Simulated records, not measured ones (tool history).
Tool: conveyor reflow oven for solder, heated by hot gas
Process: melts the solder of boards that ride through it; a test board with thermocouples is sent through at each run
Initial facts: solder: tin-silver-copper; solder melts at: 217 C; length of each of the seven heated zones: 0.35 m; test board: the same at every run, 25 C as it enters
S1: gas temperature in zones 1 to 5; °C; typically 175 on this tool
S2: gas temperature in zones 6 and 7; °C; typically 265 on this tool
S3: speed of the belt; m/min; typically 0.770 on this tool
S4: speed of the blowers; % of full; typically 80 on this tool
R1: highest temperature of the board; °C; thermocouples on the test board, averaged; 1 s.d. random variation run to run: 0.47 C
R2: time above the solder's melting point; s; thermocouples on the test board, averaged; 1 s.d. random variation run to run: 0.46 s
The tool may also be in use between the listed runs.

run	hour	S1	S2	S3	S4	R1	R2
1	0.0	175	265	0.770	80	253.0	41.3
2	50.9	175	265	0.770	80	252.2	41.7
3	130.7	175	265	0.770	80	251.7	42.2
4	207.8	175	265	0.770	80	251.9	41.7
# hour 215.9: belt drive overhauled, speed set with a stopwatch
5	275.8	176	265	0.770	80	251.2	42.3
6	326.2	176	265	0.770	80	251.6	42.4
7	402.7	176	265	0.770	80	251.0	41.3
# hour 413.6: belt drive overhauled, speed set with a stopwatch, once more
8	496.4	176	265	0.770	80	249.9	40.6
9	540.9	190	260	0.770	56	241.9	37.9
10	583.0	172	265	0.770	75	247.6	38.0
# hour 639.5: flux residue cleaned out of gas plates and filters
11	639.5	182	260	0.770	75	247.5	41.6
12	706.7	175	265	0.770	50	241.9	33.0
13	802.4	178	266	0.622	50	249.6	50.3

Predict each of these 4 candidate next runs independently; none follows another, all start after run 13:
A	897.5	178	266	0.622	61	?	?
B	897.5	169	266	0.626	75	?	?
C	897.5	175	265	0.824	80	?	?
D	897.5	185	265	0.872	80	?	?

run	R1	R2
A	252.9	53.4
B	254.5	52.5
C	249.7	37.8
D	249.5	37.3
Without the tool's hidden state the same runs would have given:
run	R1	R2
A	255.0	54.3
B	256.7	53.5
C	252.3	39.0
D	252.0	38.4
